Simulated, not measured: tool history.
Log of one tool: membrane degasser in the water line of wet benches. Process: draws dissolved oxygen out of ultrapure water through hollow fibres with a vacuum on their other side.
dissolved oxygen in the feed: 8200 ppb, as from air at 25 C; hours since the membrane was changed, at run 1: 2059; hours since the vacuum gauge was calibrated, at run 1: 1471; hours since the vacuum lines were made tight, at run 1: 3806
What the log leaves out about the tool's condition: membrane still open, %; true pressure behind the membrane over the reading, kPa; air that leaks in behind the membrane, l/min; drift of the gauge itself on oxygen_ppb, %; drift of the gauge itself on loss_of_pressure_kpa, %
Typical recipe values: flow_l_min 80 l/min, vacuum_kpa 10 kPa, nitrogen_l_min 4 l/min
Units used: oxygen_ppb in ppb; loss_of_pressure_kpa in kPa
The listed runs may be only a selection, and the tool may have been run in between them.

run,hour,flow_l_min,vacuum_kpa,nitrogen_l_min,hours since the membrane was changed,hours since the vacuum gauge was calibrated,hours since the vacuum lines were made tight,oxygen_ppb,loss_of_pressure_kpa
1,0,80,10,4,2059,1471,3806,303.8,57.74
2,60.9,58,10,4,2120,1532,3867,224.7,42.25
3,124.6,74,10,4,2183,1595,3930,290,53.76
4,210.6,74,10,4,2269,1681,4016,283.3,53.48
5,265.3,74,10,4,2324,1736,4071,288,53.68
6,335.2,80,19.5,4,2394,1806,4141,699.7,57.7
7,433.8,81,19.5,4,2493,1905,4240,695.6,58.99
8,519.6,81,19.5,4,2578,1990,4325,683.4,58.35
9,617.4,81,19.5,4,2676,2088,4423,700.8,58.7
10,674.8,80,10,2.89,2734,2146,4481,395.5,57.77
11,757.3,80,10,2.89,2816,2228,4563,407.3,58.23
12,834.4,80,10.5,2.89,2893,2305,4640,429.8,57.73
13,898.7,99,10,4,2957,2370,4704,391.2,72.2
14,982.2,99,10,4,3041,2453,4788,389.1,71.74
15,1026.9,99,10,4,3086,2498,4833,389,72.07
16,1067.7,61,6.7,4,3126,2539,4873,125.2,44.23
17,1129.4,96,16.3,10.14,3188,2600,4935,316.8,69.9

The next listed run, before its measurement:
18,1171.7,119,11,2.59,3230,2643,4977,?,?

oxygen_ppb: 733.3 ppb
loss_of_pressure_kpa: 85.84 kPa
Had the tool carried no hidden state, the very same run would have given oxygen_ppb 733 ppb, loss_of_pressure_kpa 85.79 kPa.
